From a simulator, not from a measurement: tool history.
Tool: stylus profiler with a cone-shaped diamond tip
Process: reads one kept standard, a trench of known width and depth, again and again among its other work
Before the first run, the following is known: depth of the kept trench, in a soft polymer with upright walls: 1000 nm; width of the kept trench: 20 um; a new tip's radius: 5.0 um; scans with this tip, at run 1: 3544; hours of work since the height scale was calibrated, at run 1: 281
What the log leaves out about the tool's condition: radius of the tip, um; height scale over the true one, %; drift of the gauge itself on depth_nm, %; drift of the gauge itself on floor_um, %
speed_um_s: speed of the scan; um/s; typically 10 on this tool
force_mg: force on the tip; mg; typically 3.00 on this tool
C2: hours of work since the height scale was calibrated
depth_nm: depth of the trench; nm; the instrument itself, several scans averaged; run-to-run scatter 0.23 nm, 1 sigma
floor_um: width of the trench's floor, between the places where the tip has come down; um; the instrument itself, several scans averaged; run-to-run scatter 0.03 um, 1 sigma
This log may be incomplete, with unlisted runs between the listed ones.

{"run": 1, "day": 0.0, "speed_um_s": 10, "force_mg": 3.0, "scans with this tip": 3544, "C2": 281, "depth_nm": 1009.12, "floor_um": 13.32}
{"run": 2, "day": 0.504, "speed_um_s": 10, "force_mg": 1.82, "scans with this tip": 3623, "C2": 288, "depth_nm": 1006.73, "floor_um": 13.28}
{"run": 3, "day": 1.462, "speed_um_s": 7, "force_mg": 1.82, "scans with this tip": 3772, "C2": 299, "depth_nm": 1007.06, "floor_um": 13.25}
{"run": 4, "day": 2.125, "speed_um_s": 10, "force_mg": 3.0, "scans with this tip": 3876, "C2": 308, "depth_nm": 1008.89, "floor_um": 13.17}
{"run": 5, "day": 2.65, "speed_um_s": 10, "force_mg": 3.0, "scans with this tip": 3958, "C2": 314, "depth_nm": 1009.23, "floor_um": 13.24}
{"run": 6, "day": 3.408, "speed_um_s": 10, "force_mg": 3.0, "scans with this tip": 4076, "C2": 323, "depth_nm": 1009.26, "floor_um": 13.15}
{"run": 7, "day": 4.0, "speed_um_s": 2, "force_mg": 1.93, "scans with this tip": 4168, "C2": 331, "depth_nm": 1007.13, "floor_um": 13.26}
{"run": 8, "day": 4.529, "speed_um_s": 2, "force_mg": 1.93, "scans with this tip": 4251, "C2": 337, "depth_nm": 1007.32, "floor_um": 13.15}
{"run": 9, "day": 5.133, "speed_um_s": 2, "force_mg": 1.93, "scans with this tip": 4346, "C2": 345, "depth_nm": 1007.37, "floor_um": 13.14}
{"run": 10, "day": 6.05, "speed_um_s": 13, "force_mg": 5.64, "scans with this tip": 4488, "C2": 356, "depth_nm": 1013.71, "floor_um": 13.12}

Consider 3 possible next runs. They are alternatives, not a sequence: every one starts from the tool as it was left by run 10. What does each give?
{"run": "A", "day": 6.571, "speed_um_s": 2, "force_mg": 2.12, "scans with this tip": 4570, "C2": 363, "depth_nm": "?", "floor_um": "?"}
{"run": "B", "day": 6.571, "speed_um_s": 3, "force_mg": 2.48, "scans with this tip": 4570, "C2": 363, "depth_nm": "?", "floor_um": "?"}
{"run": "C", "day": 6.571, "speed_um_s": 5, "force_mg": 2.11, "scans with this tip": 4570, "C2": 363, "depth_nm": "?", "floor_um": "?"}

run=A depth_nm=1008.36 floor_um=13.08
run=B depth_nm=1008.35 floor_um=13.19
run=C depth_nm=1007.69 floor_um=13.12
Without the tool's unlogged condition, the same runs would have read:
run=A depth_nm=1006.66 floor_um=13.95
run=B depth_nm=1006.65 floor_um=14.06
run=C depth_nm=1005.99 floor_um=13.99

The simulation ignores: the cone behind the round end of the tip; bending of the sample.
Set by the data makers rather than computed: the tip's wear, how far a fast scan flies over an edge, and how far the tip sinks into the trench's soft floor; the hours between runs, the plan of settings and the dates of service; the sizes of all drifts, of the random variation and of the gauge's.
